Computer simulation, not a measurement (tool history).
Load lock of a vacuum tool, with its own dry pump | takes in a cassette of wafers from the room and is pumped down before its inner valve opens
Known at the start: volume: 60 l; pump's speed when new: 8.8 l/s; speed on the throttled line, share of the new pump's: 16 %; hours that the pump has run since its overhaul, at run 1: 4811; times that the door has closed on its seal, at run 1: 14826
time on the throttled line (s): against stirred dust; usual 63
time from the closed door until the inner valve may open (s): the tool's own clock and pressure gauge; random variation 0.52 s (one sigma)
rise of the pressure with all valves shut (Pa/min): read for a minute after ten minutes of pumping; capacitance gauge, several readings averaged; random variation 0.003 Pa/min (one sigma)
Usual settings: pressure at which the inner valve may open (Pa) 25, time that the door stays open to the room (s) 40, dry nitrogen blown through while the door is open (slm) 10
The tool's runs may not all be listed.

run    hour  time on the throttled line (s)  pressure at which the inner valve may open (Pa)  time that the door stays open to the room (s)  dry nitrogen blown through while the door is open (slm)  hours that the pump has run since its overhaul  times that the door has closed on its seal  incoming humidity of the room's air, %  time from the closed door until the inner valve may open (s)  rise of the pressure with all valves shut (Pa/min)
  1       0                              63                                               25                                             40                                                       10                                            4811                                       14826                                    45.1                                                         115.4                                                0.06
  2   157.2                              63                                               25                                             40                                                        7                                            4968                                       15186                                    44.1                                                         114.5                                               0.066
  3   323.4                              63                                               25                                             40                                                        7                                            5134                                       15567                                    44.9                                                         113.9                                               0.072
  4   480.4                              63                                               25                                             40                                                        7                                            5291                                       15926                                    45.6                                                         115.9                                               0.063
  5   602.7                              63                                               25                                             40                                                        7                                            5413                                       16207                                    43.7                                                         115.8                                               0.065
  6   702.6                              63                                               25                                             40                                                        7                                            5513                                       16436                                    47.9                                                         115.2                                               0.067
  7   918.7                              63                                               25                                             40                                                        7                                            5729                                       16931                                    46.3                                                         115.7                                               0.068
  8  1082.1                              63                                               25                                            216                                                        7                                            5893                                       17305                                    44.6                                                         116.5                                               0.116
  9    1299                              63                                               25                                            216                                                        7                                            6110                                       17802                                    42.2                                                           115                                               0.112
 10  1394.3                             113                                               25                                             40                                                       10                                            6205                                       18021                                    41.1                                                         155.4                                               0.064
 11  1505.8                              63                                               25                                             40                                                        7                                            6316                                       18276                                    42.9                                                         116.2                                               0.071
 12  1642.6                              63                                               25                                             40                                                        7                                            6453                                       18590                                    47.5                                                         116.6                                                0.08
 13  1837.6                              63                                               25                                             40                                                       14                                            6648                                       19036                                    44.7                                                         116.4                                               0.069
 14  2043.5                              63                                               25                                             40                                                       14                                            6854                                       19508                                    41.6                                                         116.7                                               0.065
 15    2216                              63                                               25                                             40                                                       10                                            7027                                       19904                                    45.6                                                           117                                               0.084
 16  2311.1                              63                                               25                                             40                                                       10                                            7122                                       20122                                    44.2                                                         116.6                                               0.078
 17  2489.8                              63                                               25                                             40                                                       10                                            7300                                       20531                                    47.8                                                         117.9                                               0.083
 18  2589.4                              45                                               38                                             40                                                       10                                            7400                                       20759                                    48.7                                                          98.9                                               0.084
 19  2784.1                              45                                               38                                             40                                                       10                                            7595                                       21206                                    43.3                                                           100                                               0.077
 20  2974.2                              63                                               25                                             33                                                       10                                            7785                                       21641                                    42.8                                                         117.3                                               0.079
 21    3098                              63                                               25                                             33                                                       10                                            7909                                       21925                                    43.5                                                         117.5                                               0.082
 22  3272.3                              63                                               25                                             33                                                       10                                            8083                                       22324                                    44.6                                                         117.4                                               0.082
 23  3447.2                              63                                               29                                             33                                                        6                                            8258                                       22725                                    44.5                                                         117.7                                               0.088
 24  3576.7                              63                                               25                                             40                                                        6                                            8387                                       23022                                      46                                                         117.9                                               0.093
 25  3777.2                              63                                               25                                             40                                                        6                                            8588                                       23481                                    42.9                                                         118.9                                               0.092
 26  3953.8                              63                                               25                                             40                                                        6                                            8764                                       23886                                    44.6                                                         118.6                                               0.092
 27  4099.2                              63                                               25                                             34                                                       14                                            8910                                       24219                                    46.8                                                         118.7                                               0.079
 28  4223.8                              63                                               25                                             34                                                       14                                            9034                                       24504                                    43.9                                                         118.2                                               0.091
 29  4362.4                              63                                               25                                             34                                                       14                                            9173                                       24822                                    44.3                                                         119.4                                               0.091
 30  4560.3                              63                                               33                                            126                                                       10                                            9371                                       25276                                    44.4                                                         116.4                                               0.117
 31    4684                              63                                               33                                            126                                                       43                                            9495                                       25559                                    47.3                                                         117.2                                               0.098
 32  4799.7                              63                                               33                                            126                                                       43                                            9610                                       25824                                    46.2                                                         117.8                                               0.093
 33  4887.6                              63                                               33                                            126                                                       43                                            9698                                       26025                                    42.4                                                         117.3                                               0.089
 34  5029.7                              90                                               25                                             40                                                       18                                            9840                                       26351                                    47.7                                                         142.3                                               0.097

Measured less the same run without the tool's hidden state. The same run-to-run variation is in both; the gauge's scatter may not be:
The hidden state here: pump's speed, % of a new pump's; leak at the door's seal, Pa l/s; drift of the gauge itself on ready_s, %; drift of the gauge itself on rise_pa_min, %.
run  time from the closed door until the inner valve may open (s)  rise of the pressure with all valves shut (Pa/min)
  1                                                          +4.9                                              +0.028
  2                                                          +4.9                                              +0.029
  3                                                          +5.1                                              +0.031
  4                                                          +5.4                                              +0.032
  5                                                          +5.4                                              +0.032
  6                                                          +5.5                                              +0.033
  7                                                          +5.7                                              +0.035
  8                                                            +6                                              +0.036
  9                                                          +6.1                                              +0.038
 10                                                            +5                                              +0.038
 11                                                          +6.4                                              +0.039
 12                                                          +6.5                                               +0.04
 13                                                          +6.8                                              +0.041
 14                                                            +7                                              +0.043
 15                                                          +7.2                                              +0.045
 16                                                          +7.2                                              +0.045
 17                                                          +7.5                                              +0.047
 18                                                          +7.4                                              +0.046
 19                                                          +7.7                                              +0.049
 20                                                            +8                                               +0.05
 21                                                          +8.1                                              +0.051
 22                                                          +8.2                                              +0.053
 23                                                          +8.2                                              +0.055
 24                                                          +8.6                                              +0.056
 25                                                          +8.9                                              +0.058
 26                                                          +9.1                                              +0.058
 27                                                          +9.2                                              +0.061
 28                                                          +9.3                                              +0.062
 29                                                          +9.5                                              +0.063
 30                                                          +9.2                                              +0.064
 31                                                          +9.3                                              +0.066
 32                                                          +9.5                                              +0.065
 33                                                          +9.6                                              +0.067
 34                                                          +9.4                                              +0.068

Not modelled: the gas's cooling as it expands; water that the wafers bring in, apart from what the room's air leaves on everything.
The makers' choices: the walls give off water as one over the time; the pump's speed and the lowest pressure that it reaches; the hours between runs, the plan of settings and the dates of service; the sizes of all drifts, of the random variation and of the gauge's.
